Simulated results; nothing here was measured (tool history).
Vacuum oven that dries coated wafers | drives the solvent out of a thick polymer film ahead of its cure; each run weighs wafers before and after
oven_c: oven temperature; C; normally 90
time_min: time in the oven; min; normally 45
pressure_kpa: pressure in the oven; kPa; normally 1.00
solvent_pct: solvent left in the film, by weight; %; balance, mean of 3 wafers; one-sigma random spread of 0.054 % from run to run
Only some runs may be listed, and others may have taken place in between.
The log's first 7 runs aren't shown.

run   hour  oven_c  time_min  pressure_kpa  hours of work since the thermocouples were calibrated  hours of work since the vacuum gauge was cleaned of residue  solvent_pct
  8  253.6      90        45          1.00                                                   1209                                                          527         2.69
  9  296.3      90        45          1.00                                                   1228                                                          546         2.80
 10  335.6      90        45          1.00                                                   1245                                                          563         2.74
 11  376.9      89        45          1.00                                                   1263                                                          581         3.11
 12  415.7      89        45          1.00                                                   1279                                                          597         3.16
 13  445.5      89        45          1.00                                                   1292                                                          610         3.08
 14  491.1      89        45          1.00                                                   1312                                                          630         3.05
 15  539.5      89        45          1.00                                                   1333                                                          651         3.18
 16  567.3      89        45          1.00                                                   1345                                                          663         3.08
 17  614.5      89        45          1.00                                                   1366                                                          683         3.11
 18  658.7      90        45          1.00                                                   1385                                                          703         2.90
     664.3  -- oven's thermocouples calibrated
 19  691.2      90        45          0.65                                                     12                                                          716         3.27
 20  716.2      90        79          1.00                                                     22                                                          727         1.47
 21  771.1      90        79          1.00                                                     46                                                          750         1.46
 22  819.6      85        45          1.00                                                     67                                                          771         5.39
     824.7  -- oven's thermocouples calibrated, once more
 23  876.6      85        45          1.00                                                     22                                                          795         3.60
 24  904.5      95        45          1.00                                                     35                                                          807         1.21

The next listed run, before its measurement:
 25  952.7      76        30          0.73                                                     55                                                          828            ?

Run 25 yielded solvent_pct 10.15 %.
The same run, on a tool lacking any hidden state, would have yielded solvent_pct 9.83 %.
